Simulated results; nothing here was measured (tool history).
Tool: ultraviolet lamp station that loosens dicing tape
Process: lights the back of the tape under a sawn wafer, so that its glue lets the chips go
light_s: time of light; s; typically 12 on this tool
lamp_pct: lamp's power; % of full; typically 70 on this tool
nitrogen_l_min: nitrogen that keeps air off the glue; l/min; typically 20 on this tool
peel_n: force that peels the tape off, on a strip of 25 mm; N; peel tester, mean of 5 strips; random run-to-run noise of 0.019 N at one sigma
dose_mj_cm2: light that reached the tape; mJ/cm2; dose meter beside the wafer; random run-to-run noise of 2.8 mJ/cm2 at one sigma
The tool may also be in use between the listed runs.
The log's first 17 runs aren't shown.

run,hour,light_s,lamp_pct,nitrogen_l_min,hours of work of the lamp,hours of work since the window was cleaned,peel_n,dose_mj_cm2
18,406.6,12,70,24,326,601,0.901,383
# hour 427.7: window cleaned of glue's vapour
19,427.7,12,70,24,339,0,0.869,380
20,456.8,12,82,20,358,19,0.687,449
21,472.6,12,70,20,368,29,0.939,384
22,498.4,20,62,20,384,45,0.415,558
23,528.4,15,66,10,403,64,0.938,444
24,547.2,15,74,10,415,76,0.757,509
25,562.1,11,74,14,425,86,1.155,372
26,592.8,11,74,14,445,106,1.100,367
27,621.8,12,71,7,463,124,1.472,389
28,643.8,19,77,24,477,138,0.299,656
29,672.7,7,64,35,496,157,2.035,201
30,694.7,7,64,35,510,171,2.177,204
31,717.5,7,64,35,524,185,2.146,204
32,737.9,7,64,35,537,198,2.168,202
33,755.1,7,64,35,548,209,2.153,203

Expected results for the next run?
34,779.6,12,84,20,564,225,?,?

{"run 34": {"peel_n": 0.665, "dose_mj_cm2": 461}}
The same run, on a tool lacking any hidden state, would have yielded peel_n 0.661 N, dose_mj_cm2 462 mJ/cm2.
